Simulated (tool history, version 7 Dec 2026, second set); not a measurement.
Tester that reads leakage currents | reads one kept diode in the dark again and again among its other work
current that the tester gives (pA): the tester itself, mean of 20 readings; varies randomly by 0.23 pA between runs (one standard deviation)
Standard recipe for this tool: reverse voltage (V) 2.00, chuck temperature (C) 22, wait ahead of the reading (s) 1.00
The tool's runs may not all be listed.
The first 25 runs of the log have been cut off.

run    hour  reverse voltage (V)  chuck temperature (C)  wait ahead of the reading (s)  hours of work since the probe card was cleaned  hours of work since the tester was calibrated  hours of work since the chuck was calibrated  current that the tester gives (pA)
 26  3871.4                 2.00                     20                           2.27                                             277                                            709                                           756                               62.48
 27  4005.7                 2.00                     20                           2.27                                             383                                            816                                           862                               62.76
 28  4187.2                 2.00                     20                           2.27                                             526                                            959                                          1006                               62.35
 29  4320.1                 2.00                     27                           1.08                                             631                                           1064                                          1111                              104.84
 30  4500.3                 1.55                     40                           1.00                                             774                                           1207                                          1253                              226.20
 31  4601.7                 1.26                     21                           9.54                                             854                                           1287                                          1333                               52.01
 32  4766.0                 2.04                     21                           9.54                                             984                                           1417                                          1463                               65.86
 33  4905.3                10.63                     26                           2.78                                            1094                                           1527                                          1574                              221.52
 34  5040.7                12.99                     31                           2.78                                            1201                                           1634                                          1681                              348.17
 35  5133.4                12.99                     31                           2.78                                            1275                                           1707                                          1754                              347.96
 36  5311.0                12.99                     31                           1.13                                            1415                                           1848                                          1894                              346.25
 37  5400.5                 2.00                     37                           3.52                                            1486                                           1919                                          1965                              199.85
     5570.1  -- tester calibrated
 38  5599.3                14.11                     39                           1.00                                            1642                                             23                                          2121                              608.17

3 ways to go on from here, each from the tool as it stands after run 38. What would each give?
     5693.5  -- chuck's temperature calibrated
  A  5757.7                 1.14                     39                           1.00                                            1765                                            147                                            51                                   ?
     5693.5  -- chuck's temperature calibrated
  B  5757.7                 5.05                     22                           1.00                                            1765                                            147                                            51                                   ?
     5693.5  -- chuck's temperature calibrated
  C  5757.7                 1.05                     39                           2.22                                            1765                                            147                                            51                                   ?

run  current that the tester gives (pA)
  A                              194.60
  B                              126.27
  C                              187.14
With the hidden condition removed and each run's random variation left untouched, the same runs would have given:
run  current that the tester gives (pA)
  A                              194.53
  B                              120.21
  C                              187.14
